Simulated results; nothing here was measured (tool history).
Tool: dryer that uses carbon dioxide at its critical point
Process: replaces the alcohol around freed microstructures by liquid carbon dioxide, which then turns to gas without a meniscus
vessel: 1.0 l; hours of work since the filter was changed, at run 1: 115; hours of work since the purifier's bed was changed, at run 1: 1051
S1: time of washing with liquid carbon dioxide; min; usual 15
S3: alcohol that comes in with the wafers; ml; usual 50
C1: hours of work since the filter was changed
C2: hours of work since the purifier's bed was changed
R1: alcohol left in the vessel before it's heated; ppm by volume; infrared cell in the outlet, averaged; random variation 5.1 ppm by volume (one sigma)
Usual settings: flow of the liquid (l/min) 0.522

run 1 day=0 | S1=15 flow_of_the_liquid_(l/min)=0.522 S3=50 | C1=115 C2=1051 | R1=80
run 2 day=1.862 | S1=15 flow_of_the_liquid_(l/min)=0.688 S3=50 | C1=147 C2=1082 | R1=42
run 3 day=2.821 | S1=11 flow_of_the_liquid_(l/min)=0.522 S3=50 | C1=163 C2=1098 | R1=352
run 4 day=4.7 | S1=11 flow_of_the_liquid_(l/min)=0.522 S3=50 | C1=194 C2=1130 | R1=355
run 5 day=6.433 | S1=15 flow_of_the_liquid_(l/min)=0.522 S3=50 | C1=224 C2=1159 | R1=79
run 6 day=7.55 | S1=15 flow_of_the_liquid_(l/min)=0.359 S3=50 | C1=242 C2=1177 | R1=443
run 7 day=9.404 | S1=15 flow_of_the_liquid_(l/min)=0.359 S3=22 | C1=273 C2=1209 | R1=212
run 8 day=10.579 | S1=15 flow_of_the_liquid_(l/min)=0.359 S3=22 | C1=293 C2=1228 | R1=232
run 9 day=12.004 | S1=15 flow_of_the_liquid_(l/min)=0.359 S3=22 | C1=317 C2=1252 | R1=217
run 10 day=13.542 | S1=15 flow_of_the_liquid_(l/min)=0.359 S3=22 | C1=343 C2=1278 | R1=220
run 11 day=15.479 | S1=15 flow_of_the_liquid_(l/min)=0.522 S3=50 | C1=376 C2=1311 | R1=103
run 12 day=17.396 | S1=15 flow_of_the_liquid_(l/min)=0.522 S3=50 | C1=408 C2=1343 | R1=99
-- day=19.429 purifier's bed changed
run 13 day=19.65 | S1=15 flow_of_the_liquid_(l/min)=0.522 S3=50 | C1=444 C2=4 | R1=63
-- day=19.825 inlet filter changed
run 14 day=21.167 | S1=15 flow_of_the_liquid_(l/min)=0.494 S3=50 | C1=23 C2=29 | R1=76
run 15 day=22.175 | S1=15 flow_of_the_liquid_(l/min)=0.68 S3=37 | C1=40 C2=45 | R1=15
run 16 day=24.192 | S1=15 flow_of_the_liquid_(l/min)=0.53 S3=50 | C1=73 C2=79 | R1=52
run 17 day=25.908 | S1=15 flow_of_the_liquid_(l/min)=0.522 S3=113 | C1=102 C2=108 | R1=116
run 18 day=28.029 | S1=12 flow_of_the_liquid_(l/min)=0.522 S3=50 | C1=138 C2=144 | R1=205
run 19 day=29.875 | S1=15 flow_of_the_liquid_(l/min)=0.522 S3=33 | C1=169 C2=175 | R1=42
run 20 day=31.271 | S1=15 flow_of_the_liquid_(l/min)=0.522 S3=33 | C1=192 C2=198 | R1=38
run 21 day=33.488 | S1=15 flow_of_the_liquid_(l/min)=0.447 S3=96 | C1=230 C2=236 | R1=272
run 22 day=34.446 | S1=17 flow_of_the_liquid_(l/min)=0.522 S3=50 | C1=246 C2=252 | R1=42
run 23 day=36.579 | S1=15 flow_of_the_liquid_(l/min)=0.522 S3=31 | C1=282 C2=288 | R1=48

Forecast each of these 4 alternatives for the next run:
run A day=38.483 | S1=15 flow_of_the_liquid_(l/min)=0.855 S3=50 | C1=314 C2=320 | R1=?
run B day=38.483 | S1=9 flow_of_the_liquid_(l/min)=0.751 S3=41 | C1=314 C2=320 | R1=?
run C day=38.483 | S1=16 flow_of_the_liquid_(l/min)=0.34 S3=90 | C1=314 C2=320 | R1=?
run D day=38.483 | S1=20 flow_of_the_liquid_(l/min)=0.418 S3=108 | C1=314 C2=320 | R1=?

run=A R1=14
run=B R1=152
run=C R1=742
run=D R1=83
Without the tool's hidden state the same runs would have given:
run=A R1=6
run=B R1=112
run=C R1=587
run=D R1=55
